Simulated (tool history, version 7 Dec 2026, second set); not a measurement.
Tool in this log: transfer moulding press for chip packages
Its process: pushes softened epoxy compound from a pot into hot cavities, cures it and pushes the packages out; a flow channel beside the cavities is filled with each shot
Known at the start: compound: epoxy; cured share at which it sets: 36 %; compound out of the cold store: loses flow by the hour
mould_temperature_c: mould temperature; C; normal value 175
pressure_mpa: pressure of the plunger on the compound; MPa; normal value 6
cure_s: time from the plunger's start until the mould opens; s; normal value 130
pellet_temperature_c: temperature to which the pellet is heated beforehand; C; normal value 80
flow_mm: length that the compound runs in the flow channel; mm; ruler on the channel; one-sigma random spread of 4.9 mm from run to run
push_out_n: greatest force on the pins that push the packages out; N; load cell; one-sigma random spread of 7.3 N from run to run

run,hour,mould_temperature_c,pressure_mpa,cure_s,pellet_temperature_c,incoming compound's hours out of the cold store,flow_mm,push_out_n
1,0,175,6,130,80,27.6,680,560
2,34.1,172,6,130,80,44.9,638,674
# hour 58.2: cavities cleaned with cleaning compound and waxed
3,61.2,172,6,130,80,33.9,661,383
4,84.8,169,6,130,80,47.9,626,588
5,108.8,169,6,130,80,41.7,645,679
# hour 130.4: plunger's sealing rings changed
6,135.9,169,6,130,80,44.7,673,732
7,163.5,169,6,130,80,38.5,688,808
# hour 199: cavities cleaned with cleaning compound and waxed
8,202.9,175,6,110,80,21.7,709,443
# hour 223.3: mould's thermocouples calibrated
9,236.6,175,6,110,80,47.5,630,538
10,276,175,6,130,80,47.6,628,512
11,310.2,175,6,130,80,23.8,698,587
12,332.4,175,6,130,80,10.2,739,641
# hour 341.7: cavities cleaned with cleaning compound and waxed
13,371.5,175,6,130,80,31.1,665,415
14,397.7,174,6,130,80,42.8,641,507
15,417.1,174,6,130,80,10.8,734,575
16,444.3,178,4.6,144,71,25.8,592,511
17,472.5,172,5.87,121,79,38.9,641,766
# hour 481.8: cavities cleaned with cleaning compound and waxed
18,507,175,6.62,130,89,15.4,735,424
19,531.9,175,6.62,130,89,10.5,745,496
# hour 549.8: plunger's sealing rings changed
20,566.1,177,6.62,130,82,20.2,757,523
21,599.2,175,5.6,113,80,15.2,708,754
# hour 625.9: cavities cleaned with cleaning compound and waxed
22,633.6,173,6.41,152,80,42.4,676,321
23,670.4,173,6.41,120,75,14.3,763,604
24,698.7,173,6.41,120,75,31.5,703,683
25,724.9,175,6,148,80,36.9,656,518
26,743.4,175,6,148,80,22,699,503
# hour 765: cavities cleaned with cleaning compound and waxed
27,776.1,175,4.63,145,80,21.2,622,333

Difference, measured minus no-hidden-state, one row per run. Run-to-run variation is common to both terms; the gauge's own scatter need not be:
Hidden state at play: true mould temperature over the reading, C; pressure that reaches the compound, % of what is set; grip of the stained cavities, % over clean ones'; drift of the gauge itself on flow_mm, %; drift of the gauge itself on push_out_n, %.
run,flow_mm,push_out_n
1,-26,+242
2,-28,+327
3,-30,+30
4,-31,+163
5,-34,+258
6,-1,+324
7,-3,+391
8,-7,+42
9,-10,+163
10,-13,+216
11,-19,+275
12,-22,+312
13,-23,+119
14,-25,+189
15,-31,+247
16,-26,+232
17,-31,+378
18,-39,+109
19,-42,+177
20,-1,+223
21,-4,+363
22,-6,+36
23,-11,+215
24,-13,+297
25,-15,+236
26,-17,+244
27,-18,+48

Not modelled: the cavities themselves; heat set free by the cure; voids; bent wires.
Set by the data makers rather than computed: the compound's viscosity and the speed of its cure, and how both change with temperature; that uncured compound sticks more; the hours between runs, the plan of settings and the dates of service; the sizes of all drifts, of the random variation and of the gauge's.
